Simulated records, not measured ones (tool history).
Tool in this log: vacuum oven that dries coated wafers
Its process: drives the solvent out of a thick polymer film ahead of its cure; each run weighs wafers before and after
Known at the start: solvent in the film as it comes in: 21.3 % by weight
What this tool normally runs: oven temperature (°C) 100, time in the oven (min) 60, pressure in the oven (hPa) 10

{"run": 1, "day": 0.0, "oven temperature (°C)": 100, "time in the oven (min)": 60, "pressure in the oven (hPa)": 10, "solvent left in the film (%)": 0.99}
{"run": 2, "day": 0.671, "oven temperature (°C)": 100, "time in the oven (min)": 60, "pressure in the oven (hPa)": 10, "solvent left in the film (%)": 0.98}
{"run": 3, "day": 1.45, "oven temperature (°C)": 100, "time in the oven (min)": 37, "pressure in the oven (hPa)": 10, "solvent left in the film (%)": 2.39}
{"run": 4, "day": 2.1, "oven temperature (°C)": 100, "time in the oven (min)": 37, "pressure in the oven (hPa)": 10, "solvent left in the film (%)": 2.38}
{"run": 5, "day": 3.275, "oven temperature (°C)": 100, "time in the oven (min)": 37, "pressure in the oven (hPa)": 10, "solvent left in the film (%)": 2.4}
{"run": 6, "day": 3.888, "oven temperature (°C)": 100, "time in the oven (min)": 37, "pressure in the oven (hPa)": 10, "solvent left in the film (%)": 2.38}
{"run": 7, "day": 4.55, "oven temperature (°C)": 100, "time in the oven (min)": 60, "pressure in the oven (hPa)": 10, "solvent left in the film (%)": 0.96}
{"run": 8, "day": 5.596, "oven temperature (°C)": 100, "time in the oven (min)": 94, "pressure in the oven (hPa)": 10, "solvent left in the film (%)": 0.54}
{"run": 9, "day": 6.283, "oven temperature (°C)": 100, "time in the oven (min)": 60, "pressure in the oven (hPa)": 10, "solvent left in the film (%)": 0.97}
{"run": 10, "day": 7.083, "oven temperature (°C)": 100, "time in the oven (min)": 60, "pressure in the oven (hPa)": 10, "solvent left in the film (%)": 0.95}
{"run": 11, "day": 8.25, "oven temperature (°C)": 100, "time in the oven (min)": 60, "pressure in the oven (hPa)": 32.6, "solvent left in the film (%)": 2.04}
{"run": 12, "day": 9.129, "oven temperature (°C)": 100, "time in the oven (min)": 60, "pressure in the oven (hPa)": 10, "solvent left in the film (%)": 0.96}
{"run": 13, "day": 10.092, "oven temperature (°C)": 100, "time in the oven (min)": 60, "pressure in the oven (hPa)": 10, "solvent left in the film (%)": 0.95}
{"run": 14, "day": 10.738, "oven temperature (°C)": 98, "time in the oven (min)": 60, "pressure in the oven (hPa)": 10, "solvent left in the film (%)": 1.26}
{"run": 15, "day": 11.754, "oven temperature (°C)": 98, "time in the oven (min)": 60, "pressure in the oven (hPa)": 10, "solvent left in the film (%)": 1.24}
{"run": 16, "day": 12.271, "oven temperature (°C)": 100, "time in the oven (min)": 60, "pressure in the oven (hPa)": 16.5, "solvent left in the film (%)": 1.25}
{"run": 17, "day": 13.346, "oven temperature (°C)": 100, "time in the oven (min)": 60, "pressure in the oven (hPa)": 8.2, "solvent left in the film (%)": 0.85}
{"run": 18, "day": 14.275, "oven temperature (°C)": 100, "time in the oven (min)": 60, "pressure in the oven (hPa)": 10, "solvent left in the film (%)": 0.95}
{"run": 19, "day": 15.388, "oven temperature (°C)": 93, "time in the oven (min)": 60, "pressure in the oven (hPa)": 10, "solvent left in the film (%)": 2.34}
{"run": 20, "day": 16.121, "oven temperature (°C)": 93, "time in the oven (min)": 60, "pressure in the oven (hPa)": 10, "solvent left in the film (%)": 2.35}
{"run": 21, "day": 16.696, "oven temperature (°C)": 100, "time in the oven (min)": 60, "pressure in the oven (hPa)": 10, "solvent left in the film (%)": 0.96}
{"run": 22, "day": 17.317, "oven temperature (°C)": 100, "time in the oven (min)": 60, "pressure in the oven (hPa)": 10, "solvent left in the film (%)": 0.94}
{"run": 23, "day": 18.479, "oven temperature (°C)": 100, "time in the oven (min)": 60, "pressure in the oven (hPa)": 10, "solvent left in the film (%)": 0.94}
{"run": 24, "day": 19.2, "oven temperature (°C)": 100, "time in the oven (min)": 60, "pressure in the oven (hPa)": 10, "solvent left in the film (%)": 0.95}
{"run": 25, "day": 20.188, "oven temperature (°C)": 95, "time in the oven (min)": 60, "pressure in the oven (hPa)": 7.7, "solvent left in the film (%)": 1.69}
{"run": 26, "day": 21.192, "oven temperature (°C)": 107, "time in the oven (min)": 44, "pressure in the oven (hPa)": 5, "solvent left in the film (%)": 0.5}
{"day": 21.367, "done": "oven's thermocouples calibrated"}
{"run": 27, "day": 22.362, "oven temperature (°C)": 107, "time in the oven (min)": 44, "pressure in the oven (hPa)": 5, "solvent left in the film (%)": 0.6}
{"run": 28, "day": 23.258, "oven temperature (°C)": 107, "time in the oven (min)": 44, "pressure in the oven (hPa)": 5, "solvent left in the film (%)": 0.56}
{"run": 29, "day": 24.004, "oven temperature (°C)": 107, "time in the oven (min)": 44, "pressure in the oven (hPa)": 5, "solvent left in the film (%)": 0.58}
{"run": 30, "day": 24.746, "oven temperature (°C)": 113, "time in the oven (min)": 75, "pressure in the oven (hPa)": 38.8, "solvent left in the film (%)": 1.22}
{"run": 31, "day": 25.454, "oven temperature (°C)": 103, "time in the oven (min)": 60, "pressure in the oven (hPa)": 10, "solvent left in the film (%)": 0.77}
{"run": 32, "day": 26.2, "oven temperature (°C)": 106, "time in the oven (min)": 43, "pressure in the oven (hPa)": 17.8, "solvent left in the film (%)": 1.27}
{"run": 33, "day": 26.992, "oven temperature (°C)": 106, "time in the oven (min)": 43, "pressure in the oven (hPa)": 17.8, "solvent left in the film (%)": 1.23}
{"run": 34, "day": 27.883, "oven temperature (°C)": 103, "time in the oven (min)": 32, "pressure in the oven (hPa)": 10, "solvent left in the film (%)": 2.42}
{"run": 35, "day": 29.021, "oven temperature (°C)": 103, "time in the oven (min)": 32, "pressure in the oven (hPa)": 10, "solvent left in the film (%)": 2.43}
{"run": 36, "day": 29.95, "oven temperature (°C)": 100, "time in the oven (min)": 78, "pressure in the oven (hPa)": 10, "solvent left in the film (%)": 0.74}
{"run": 37, "day": 31.096, "oven temperature (°C)": 96, "time in the oven (min)": 30, "pressure in the oven (hPa)": 10, "solvent left in the film (%)": 5.2}
{"run": 38, "day": 31.7, "oven temperature (°C)": 96, "time in the oven (min)": 32, "pressure in the oven (hPa)": 19.9, "solvent left in the film (%)": 5.29}
{"run": 39, "day": 32.717, "oven temperature (°C)": 96, "time in the oven (min)": 32, "pressure in the oven (hPa)": 19.9, "solvent left in the film (%)": 5.29}
{"run": 40, "day": 33.492, "oven temperature (°C)": 96, "time in the oven (min)": 32, "pressure in the oven (hPa)": 19.9, "solvent left in the film (%)": 5.26}
{"run": 41, "day": 34.246, "oven temperature (°C)": 96, "time in the oven (min)": 32, "pressure in the oven (hPa)": 19.9, "solvent left in the film (%)": 5.25}
{"run": 42, "day": 35.092, "oven temperature (°C)": 108, "time in the oven (min)": 60, "pressure in the oven (hPa)": 36.1, "solvent left in the film (%)": 1.41}
{"run": 43, "day": 35.967, "oven temperature (°C)": 108, "time in the oven (min)": 64, "pressure in the oven (hPa)": 7.6, "solvent left in the film (%)": 0.35}
{"run": 44, "day": 36.5, "oven temperature (°C)": 108, "time in the oven (min)": 64, "pressure in the oven (hPa)": 7.6, "solvent left in the film (%)": 0.34}
{"run": 45, "day": 37.258, "oven temperature (°C)": 107, "time in the oven (min)": 86, "pressure in the oven (hPa)": 9.4, "solvent left in the film (%)": 0.39}
{"run": 46, "day": 38.354, "oven temperature (°C)": 86, "time in the oven (min)": 94, "pressure in the oven (hPa)": 6.5, "solvent left in the film (%)": 2.68}
{"run": 47, "day": 39.05, "oven temperature (°C)": 93, "time in the oven (min)": 101, "pressure in the oven (hPa)": 36, "solvent left in the film (%)": 2.74}
{"run": 48, "day": 39.583, "oven temperature (°C)": 99, "time in the oven (min)": 60, "pressure in the oven (hPa)": 7.5, "solvent left in the film (%)": 1.14}

How would selected steps in solvent left in the film (%) from run to run divide? Give the signed amount a tool lacking its hidden state would still show from settings, what came in and random variation, and the signed amount left for the hidden state, including any gauge scatter that is not in both of the compared results.
Hidden state at play: true wafer temperature over the reading, C; true pressure over the reading, kPa; drift of the gauge itself on solvent_pct, %.
Run 18 -> 19: oven temperature (°C) 100 -> 93. solvent left in the film (%) +1.39: hidden state -0.23, all else +1.62.
Run 20 -> 21: oven temperature (°C) 93 -> 100. solvent left in the film (%) -1.39: hidden state +0.23, all else -1.62.
Run 25 -> 26: oven temperature (°C) 95 -> 107, time in the oven (min) 60 -> 44, pressure in the oven (hPa) 7.7 -> 5. solvent left in the film (%) -1.19: hidden state +0.23, all else -1.42.
Run 36 -> 37: oven temperature (°C) 100 -> 96, time in the oven (min) 78 -> 30. solvent left in the film (%) +4.46: hidden state -0.12, all else +4.58.
Run 41 -> 42: oven temperature (°C) 96 -> 108, time in the oven (min) 32 -> 60, pressure in the oven (hPa) 19.9 -> 36.1. solvent left in the film (%) -3.84: hidden state +0.14, all else -3.98.
Run 45 -> 46: oven temperature (°C) 107 -> 86, time in the oven (min) 86 -> 94, pressure in the oven (hPa) 9.4 -> 6.5. solvent left in the film (%) +2.29: hidden state -0.12, all else +2.41.
